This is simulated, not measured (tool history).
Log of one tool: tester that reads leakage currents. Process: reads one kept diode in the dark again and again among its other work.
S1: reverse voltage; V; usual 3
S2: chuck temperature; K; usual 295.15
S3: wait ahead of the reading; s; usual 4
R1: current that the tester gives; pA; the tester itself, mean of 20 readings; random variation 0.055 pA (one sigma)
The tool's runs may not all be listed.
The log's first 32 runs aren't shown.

Run 33, hour 2452.6: usual settings but S1 3.2 V, S3 0.97 s. Result: R1 8.24 pA.
At hour 2522.9: chuck's temperature calibrated.
Run 34, hour 2547.5: usual settings but S1 3.2 V, S3 0.97 s. Result: R1 8.17 pA.
Run 35, hour 2599.7: usual settings but S1 3.2 V, S3 0.97 s. Result: R1 8.18 pA.
Run 36, hour 2672.4: usual settings but S1 4.3 V, S2 316.15 K, S3 2.02 s. Result: R1 55.16 pA.
Run 37, hour 2748: usual settings but S1 1.21 V, S2 316.15 K, S3 9.83 s. Result: R1 35.55 pA.
Run 38, hour 2835.9: usual settings but S1 1.21 V, S2 316.15 K, S3 9.83 s. Result: R1 35.55 pA.
Run 39, hour 2911.5: usual settings but S1 1.21 V, S2 316.15 K, S3 0.34 s. Result: R1 35.72 pA.
Run 40, hour 2992.9: usual settings but S1 1.21 V, S2 299.15 K, S3 0.34 s. Result: R1 8.48 pA.

3 ways to go on from here, each from the tool as it stands after run 40. What would each give?
Run A, hour 3086.1: usual settings but S1 16.48 V, S2 298.15 K, S3 1.33 s. Result: R1 ?.
Run B, hour 3086.1: usual settings but S1 1.77 V, S2 297.15 K, S3 4.69 s. Result: R1 ?.
Run C, hour 3086.1: usual settings but S1 3.59 V, S2 299.15 K, S3 0.34 s. Result: R1 ?.

run     R1
  A  19.78
  B    7.7
  C  12.92
Without the tool's hidden state the same runs would have given:
run     R1
  A  19.76
  B   7.69
  C  12.92
